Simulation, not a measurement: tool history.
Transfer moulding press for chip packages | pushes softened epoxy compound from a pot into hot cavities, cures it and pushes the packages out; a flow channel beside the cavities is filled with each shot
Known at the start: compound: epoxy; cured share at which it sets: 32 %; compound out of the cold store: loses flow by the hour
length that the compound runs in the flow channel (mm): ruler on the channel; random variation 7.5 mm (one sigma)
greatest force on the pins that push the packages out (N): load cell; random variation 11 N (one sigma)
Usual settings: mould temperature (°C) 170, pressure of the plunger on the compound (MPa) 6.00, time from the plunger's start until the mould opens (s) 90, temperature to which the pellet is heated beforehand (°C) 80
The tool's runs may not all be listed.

run,hour,mould temperature (°C),pressure of the plunger on the compound (MPa),time from the plunger's start until the mould opens (s),temperature to which the pellet is heated beforehand (°C),incoming compound's hours out of the cold store,length that the compound runs in the flow channel (mm),greatest force on the pins that push the packages out (N)
1,0.0,170,6.00,90,80,23.3,840,640
2,20.7,170,6.00,90,80,39.0,805,676
3,38.5,170,6.00,90,80,48.0,778,707
# hour 54.2: cavities cleaned with cleaning compound and waxed
4,63.3,170,6.00,90,80,41.0,789,538
5,89.3,170,6.00,90,80,15.5,844,684
6,130.0,170,6.00,90,80,24.2,813,724
# hour 135.0: cavities cleaned with cleaning compound and waxed
7,156.6,175,6.00,90,80,24.0,789,482
8,179.9,167,6.00,90,80,20.8,813,837
# hour 205.7: plunger's sealing rings changed
9,215.3,170,6.00,90,80,35.2,827,704
# hour 219.5: cavities cleaned with cleaning compound and waxed
10,235.5,170,6.00,90,80,25.0,867,600
11,268.2,170,6.00,90,80,16.1,881,685
# hour 301.4: cavities cleaned with cleaning compound and waxed
12,302.6,170,6.00,90,80,23.7,853,503
13,322.0,164,6.00,90,80,39.3,811,900
14,342.6,164,6.00,90,80,39.8,820,1023
# hour 382.8: cavities cleaned with cleaning compound and waxed
15,382.8,170,6.00,90,80,15.2,841,505
16,416.3,173,6.00,90,80,9.2,849,573
17,449.5,173,6.00,90,80,33.9,771,602
# hour 464.6: cavities cleaned with cleaning compound and waxed
# hour 481.6: plunger's sealing rings changed
18,484.2,170,5.14,126,84,43.0,749,432
19,519.8,170,6.00,89,87,25.1,848,693
# hour 549.4: cavities cleaned with cleaning compound and waxed
20,558.4,170,7.32,116,83,37.1,898,405
21,594.1,165,6.00,71,76,37.8,815,1695
# hour 629.8: cavities cleaned with cleaning compound and waxed
22,634.6,164,6.00,78,80,37.4,810,1123
23,665.7,164,6.00,78,80,17.5,859,1501
24,689.3,175,6.00,78,80,10.2,836,702
# hour 711.9: cavities cleaned with cleaning compound and waxed
25,726.5,175,6.00,78,80,36.4,759,556
26,747.8,170,5.04,99,88,9.2,766,538
# hour 757.7: plunger's sealing rings changed
27,768.0,170,4.69,82,80,39.2,718,814
# hour 795.9: cavities cleaned with cleaning compound and waxed
28,808.5,164,7.11,72,80,41.6,907,1371
29,846.2,165,6.09,121,80,23.7,866,566

Forecast each of these 3 alternatives for the next run:
# hour 862.2: mould's thermocouples calibrated
# hour 880.8: cavities cleaned with cleaning compound and waxed
A,882.8,165,6.09,98,80,42.1,?,?
# hour 862.2: mould's thermocouples calibrated
# hour 880.8: cavities cleaned with cleaning compound and waxed
B,882.8,165,7.21,121,76,22.9,?,?
# hour 862.2: mould's thermocouples calibrated
# hour 880.8: cavities cleaned with cleaning compound and waxed
C,882.8,163,6.23,121,81,45.4,?,?

run,length that the compound runs in the flow channel (mm),greatest force on the pins that push the packages out (N)
A,807,614
B,951,446
C,817,482
Without the tool's hidden state the same runs would have given:
run,length that the compound runs in the flow channel (mm),greatest force on the pins that push the packages out (N)
A,837,578
B,987,417
C,847,451

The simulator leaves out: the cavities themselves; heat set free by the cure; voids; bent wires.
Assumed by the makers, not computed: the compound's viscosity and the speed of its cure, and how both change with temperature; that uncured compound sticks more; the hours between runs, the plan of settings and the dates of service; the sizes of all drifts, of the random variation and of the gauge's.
